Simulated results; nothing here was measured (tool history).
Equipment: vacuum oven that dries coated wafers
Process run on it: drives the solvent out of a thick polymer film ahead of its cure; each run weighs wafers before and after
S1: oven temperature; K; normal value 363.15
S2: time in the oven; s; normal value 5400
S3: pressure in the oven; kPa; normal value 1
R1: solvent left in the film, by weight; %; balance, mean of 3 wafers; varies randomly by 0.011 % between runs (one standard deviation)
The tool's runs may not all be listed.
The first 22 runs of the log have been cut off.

run	hour	S1	S2	S3	R1
23	198.1	365.15	3180	2.5	2.35
24	208.7	353.15	3120	3.52	7.5
25	218.2	361.15	3120	2.93	3.91
26	227.4	375.15	6060	2.94	0.6
27	233.4	377.15	4380	1.66	0.33
28	245.6	363.15	7920	1.58	0.65
29	258.5	363.15	5400	1.34	1.03
30	264.4	363.15	4380	1.34	1.52
# hour 270.4: oven's thermocouples calibrated
31	274.2	363.15	4380	1.34	1.52
32	280.3	363.15	4380	1.34	1.52
33	289.1	363.15	4380	1.34	1.54
34	298.7	366.15	4860	0.71	0.59
35	304.4	356.15	6780	3.33	2.73
36	317.4	364.15	2940	1	2.56
37	328.7	354.15	4920	0.89	3.81

5 ways to go on from here, each from the tool as it stands after run 37. What would each give?
A	342.2	354.15	7200	1.12	?
B	342.2	363.15	5400	1.13	?
C	342.2	372.15	8340	1	?
D	342.2	350.15	3060	1	?
E	342.2	367.15	9240	2.97	?

run	R1
A	2.21
B	0.96
C	0.24
D	8.11
E	0.85
Stripped of hidden state, with their random variation kept, the same runs would have yielded:
run	R1
A	2.21
B	0.96
C	0.24
D	8.11
E	0.85
